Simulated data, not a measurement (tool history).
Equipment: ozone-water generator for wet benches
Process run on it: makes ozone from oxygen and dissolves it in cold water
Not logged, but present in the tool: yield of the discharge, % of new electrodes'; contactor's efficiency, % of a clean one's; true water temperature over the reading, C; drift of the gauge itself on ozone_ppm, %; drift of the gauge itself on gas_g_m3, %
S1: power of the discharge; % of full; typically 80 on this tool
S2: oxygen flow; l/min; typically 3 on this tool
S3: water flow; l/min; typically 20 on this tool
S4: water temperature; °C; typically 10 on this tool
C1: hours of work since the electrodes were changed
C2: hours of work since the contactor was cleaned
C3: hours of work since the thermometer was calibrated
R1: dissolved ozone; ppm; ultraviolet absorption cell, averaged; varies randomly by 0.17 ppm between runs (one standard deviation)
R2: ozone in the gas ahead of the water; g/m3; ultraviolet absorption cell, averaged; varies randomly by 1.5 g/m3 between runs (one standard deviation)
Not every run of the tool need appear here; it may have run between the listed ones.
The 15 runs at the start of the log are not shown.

| run | hour | S1 | S2 | S3 | S4 | C1 | C2 | C3 | R1 | R2 |
|---|---|---|---|---|---|---|---|---|---|---|
| 16 | 2275.2 | 80 | 3 | 16 | 10 | 2216 | 6534 | 1558 | 28.8 | 281.7 |
| 17 | 2426.6 | 80 | 3 | 16 | 10 | 2315 | 6632 | 1657 | 29.3 | 289.6 |
| 18 | 2560.5 | 80 | 3 | 16 | 10 | 2402 | 6719 | 1744 | 29.1 | 284.7 |
| 19 | 2685.4 | 80 | 3 | 16 | 10 | 2483 | 6801 | 1825 | 28.6 | 285 |
| 20 | 2796 | 80 | 3 | 16 | 10 | 2555 | 6873 | 1897 | 28.9 | 284.3 |
| 21 | 3016 | 80 | 3 | 16 | 10 | 2698 | 7016 | 2040 | 29.1 | 286.4 |
| 22 | 3174.7 | 65 | 3 | 16 | 6 | 2802 | 7119 | 2144 | 25 | 241.1 |
| 23 | 3339.9 | 65 | 1.52 | 18 | 11 | 2909 | 7227 | 2251 | 17.4 | 328.4 |
| 24 | 3469.9 | 43 | 3.03 | 13 | 10 | 2994 | 7311 | 2336 | 20.5 | 166.6 |
| 25 | 3627.7 | 80 | 3.27 | 20 | 14 | 3096 | 7414 | 2439 | 23 | 271.7 |
| 26 | 3732.2 | 43 | 3.27 | 17 | 7 | 3164 | 7482 | 2507 | 17 | 161.1 |
| 27 | 3831 | 43 | 3.27 | 20 | 9 | 3229 | 7546 | 2571 | 14.1 | 160.9 |
| 28 | 3950.3 | 80 | 4.72 | 20 | 10 | 3306 | 7624 | 2649 | 25.7 | 230.1 |
| 29 | 4130.3 | 60 | 2.43 | 13 | 5 | 3423 | 7741 | 2766 | 27.7 | 245.9 |
| 30 | 4328.9 | 60 | 2.17 | 13 | 6 | 3553 | 7870 | 2895 | 26.6 | 258 |
| 31 | 4511.3 | 47 | 1.59 | 20 | 10 | 3671 | 7989 | 3014 | 12.2 | 244.5 |
| 32 | 4710.8 | 46 | 2.44 | 31 | 11 | 3801 | 8119 | 3143 | 8.2 | 195.3 |
| 33 | 4859.2 | 80 | 3 | 20 | 6 | 3898 | 8215 | 3240 | 24.1 | 283.9 |
| 34 | 5024.6 | 80 | 3 | 20 | 6 | 4005 | 8323 | 3348 | 24 | 285.2 |

Predict each of these 3 candidate next runs independently; none follows another, all start after run 34:
| A | 5145.5 | 80 | 1.67 | 20 | 6 | 4084 | 8402 | 3426 | ? | ? |
| B | 5145.5 | 54 | 2.61 | 20 | 6 | 4084 | 8402 | 3426 | ? | ? |
| C | 5145.5 | 54 | 4.29 | 20 | 10 | 4084 | 8402 | 3426 | ? | ? |

| run | R1 | R2 |
|---|---|---|
| A | 19.6 | 375.7 |
| B | 16.4 | 217.3 |
| C | 17.9 | 173.9 |
Had the tool no hidden state, the same runs would have come out as:
| run | R1 | R2 |
|---|---|---|
| A | 19.6 | 376 |
| B | 16.4 | 217.4 |
| C | 17.9 | 174 |
